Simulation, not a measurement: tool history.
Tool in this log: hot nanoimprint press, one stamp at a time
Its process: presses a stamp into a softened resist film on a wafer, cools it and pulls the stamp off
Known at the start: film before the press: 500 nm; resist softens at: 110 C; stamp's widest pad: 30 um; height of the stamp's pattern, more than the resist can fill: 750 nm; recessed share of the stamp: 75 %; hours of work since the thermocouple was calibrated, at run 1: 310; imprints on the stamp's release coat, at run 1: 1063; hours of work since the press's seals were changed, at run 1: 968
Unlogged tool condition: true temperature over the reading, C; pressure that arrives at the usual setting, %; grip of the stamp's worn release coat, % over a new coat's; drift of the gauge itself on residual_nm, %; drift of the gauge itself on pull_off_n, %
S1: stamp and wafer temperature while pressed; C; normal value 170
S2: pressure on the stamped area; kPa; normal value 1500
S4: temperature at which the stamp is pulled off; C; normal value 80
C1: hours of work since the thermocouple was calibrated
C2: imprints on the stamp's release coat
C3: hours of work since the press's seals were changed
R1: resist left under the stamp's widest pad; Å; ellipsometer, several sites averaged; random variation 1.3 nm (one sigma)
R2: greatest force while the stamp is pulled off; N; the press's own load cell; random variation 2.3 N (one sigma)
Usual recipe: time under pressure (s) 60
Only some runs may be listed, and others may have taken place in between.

run 1 hour=0.0 | S1=170 S2=1500 time_under_pressure_(s)=60 S4=80 | C1=310 C2=1063 C3=968 | R1=2222 R2=123
run 2 hour=54.3 | S1=170 S2=1500 time_under_pressure_(s)=60 S4=80 | C1=353 C2=1262 C3=1010 | R1=2230 R2=119
run 3 hour=125.1 | S1=170 S2=1500 time_under_pressure_(s)=104 S4=80 | C1=408 C2=1522 C3=1066 | R1=1863 R2=127
-- hour=141.3 stamp cleaned and given a new release coat
run 4 hour=168.1 | S1=170 S2=1500 time_under_pressure_(s)=104 S4=80 | C1=438 C2=98 C3=1095 | R1=1869 R2=109
run 5 hour=209.8 | S1=170 S2=1500 time_under_pressure_(s)=104 S4=80 | C1=470 C2=251 C3=1128 | R1=1861 R2=108
run 6 hour=269.5 | S1=170 S2=1500 time_under_pressure_(s)=104 S4=80 | C1=517 C2=470 C3=1175 | R1=1915 R2=117

Predict the results of run 7:
-- hour=310.1 plate thermocouple calibrated
run 7 hour=314.0 | S1=177 S2=1200 time_under_pressure_(s)=104 S4=65 | C1=3 C2=623 C3=1207 | R1=? R2=?

R1: 1665 Å
R2: 128 N
If the tool had no hidden condition, the same run with the same run-to-run variation would have returned R1 1489 Å, R2 115 N.

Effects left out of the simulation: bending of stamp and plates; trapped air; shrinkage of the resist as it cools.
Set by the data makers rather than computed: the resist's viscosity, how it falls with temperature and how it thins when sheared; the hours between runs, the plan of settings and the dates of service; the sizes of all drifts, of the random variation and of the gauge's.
